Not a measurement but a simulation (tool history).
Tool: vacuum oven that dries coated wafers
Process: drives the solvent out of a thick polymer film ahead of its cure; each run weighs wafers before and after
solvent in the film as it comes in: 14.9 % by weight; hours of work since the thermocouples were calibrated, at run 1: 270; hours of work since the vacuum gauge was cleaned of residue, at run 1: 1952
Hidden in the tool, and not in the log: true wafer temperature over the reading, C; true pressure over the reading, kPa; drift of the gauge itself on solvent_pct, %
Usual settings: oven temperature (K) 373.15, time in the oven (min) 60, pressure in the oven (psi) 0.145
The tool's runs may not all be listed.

run     day  oven temperature (K)  time in the oven (min)  pressure in the oven (psi)  hours of work since the thermocouples were calibrated  hours of work since the vacuum gauge was cleaned of residue  solvent left in the film (%)
  1       0                373.15                      60                       0.145                                                    270                                                         1952                          3.26
  2       3                373.15                      60                       0.145                                                    317                                                         1999                          3.36
  3   4.775                373.15                      51                       0.145                                                    345                                                         2027                          3.92
  4       8                373.15                      60                       0.145                                                    396                                                         2078                          3.32
  5   9.867                373.15                      60                       0.215                                                    425                                                         2108                          3.61
  6  13.071                362.15                      60                       0.106                                                    476                                                         2158                          6.28
     13.467  -- vacuum gauge cleaned of residue and calibrated
  7  16.558                368.15                      72                       0.145                                                    530                                                           49                           4.3

Forecast run 8:
  8  18.212                377.15                      31                       0.145                                                    556                                                           75                             ?

solvent left in the film (%): 5.25
Without the tool's hidden state the same run would have given solvent left in the film (%) 4.7.
